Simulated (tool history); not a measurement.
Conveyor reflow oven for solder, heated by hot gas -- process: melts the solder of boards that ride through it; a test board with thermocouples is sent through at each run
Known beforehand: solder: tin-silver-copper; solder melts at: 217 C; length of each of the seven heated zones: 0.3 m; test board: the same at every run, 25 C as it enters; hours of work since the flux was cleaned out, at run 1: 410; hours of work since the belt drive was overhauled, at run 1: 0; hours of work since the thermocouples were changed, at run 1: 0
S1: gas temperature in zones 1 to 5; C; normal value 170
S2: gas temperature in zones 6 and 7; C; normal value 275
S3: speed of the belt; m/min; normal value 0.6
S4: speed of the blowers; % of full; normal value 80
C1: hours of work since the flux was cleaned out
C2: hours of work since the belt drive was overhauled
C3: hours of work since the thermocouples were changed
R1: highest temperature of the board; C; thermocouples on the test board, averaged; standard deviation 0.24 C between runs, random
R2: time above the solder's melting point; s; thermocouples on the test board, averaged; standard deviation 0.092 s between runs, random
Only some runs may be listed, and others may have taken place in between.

run,hour,S1,S2,S3,S4,C1,C2,C3,R1,R2
1,0,170,275,0.6,80,410,0,0,260.1,48.1
# hour 71.1: flux residue cleaned out of gas plates and filters
2,83.5,170,275,0.569,80,9,59,59,259,50.22
3,152.4,170,275,0.569,80,61,110,110,258.7,50.21
4,202.2,170,274,0.6,80,98,147,147,256.3,45.85
# hour 231.1: flux residue cleaned out of gas plates and filters, once more
5,278,170,269,0.6,80,35,200,200,258.4,48.2
6,360.5,170,269,0.6,80,97,262,262,258,48.14
7,422.9,172,275,0.6,80,143,308,308,263.4,51.06
8,467,165,275,0.6,80,176,341,341,263.2,48.65
9,514.8,170,279,0.6,80,212,377,377,266.7,51.39
10,564.2,182,279,0.6,80,249,414,414,267.9,55.17
11,626.1,182,279,0.6,80,295,460,460,267.7,55.3
12,676.6,182,279,0.6,80,333,498,498,267,55.07
13,726.1,182,279,0.6,80,370,535,535,268,55.14
14,799.7,182,279,0.6,80,425,590,590,267.7,55.11
# hour 856.9: flux residue cleaned out of gas plates and filters
15,870.1,182,279,0.6,80,10,638,638,270.2,56.26
16,906.5,175,275,0.498,86,37,666,666,270.6,66.64
17,977.5,170,275,0.6,63,90,719,719,260.7,49.22
18,1016.6,170,275,0.6,63,119,748,748,260.8,49.07
# hour 1025.9: thermocouples of zones 6 and 7 changed
19,1076.2,157,274,0.678,51,162,791,38,245.2,30.67
20,1158,158,274,0.689,81,223,852,99,255.7,37.88
21,1211.1,158,264,0.689,65,263,892,138,241.8,28.89
22,1292.7,158,272,0.689,65,324,952,199,247.9,33.17
23,1360.2,158,272,0.689,65,374,1003,250,247.9,33.05
24,1405.4,155,265,0.689,65,408,1037,283,240.9,27.75
# hour 1478.8: flux residue cleaned out of gas plates and filters
25,1479.7,155,265,0.689,65,1,1088,335,244.8,31.37
# hour 1518.3: belt drive overhauled, speed set with a stopwatch
26,1568.2,162,275,0.693,65,64,37,398,253.6,36.15
27,1602.3,170,274,0.6,80,89,63,424,262.9,49.98
28,1654.3,170,279,0.6,78,128,102,462,267.2,51.1
29,1703.6,170,265,0.551,80,165,138,499,256.8,51.82
30,1764.4,172,275,0.551,80,210,184,545,266.4,56.34

Each row is a separate what-if for the run after 30, all from the same tool condition, not one after another. Results?
A,1813.2,170,275,0.6,70,247,220,581,?,?
B,1813.2,181,275,0.586,80,247,220,581,?,?
C,1813.2,169,283,0.65,80,247,220,581,?,?

run,R1,R2
A,261.3,48.52
B,265.5,55.05
C,268,47
Without the tool's hidden state the same runs would have given:
run,R1,R2
A,261,48.51
B,264.9,54.85
C,268.1,47.06
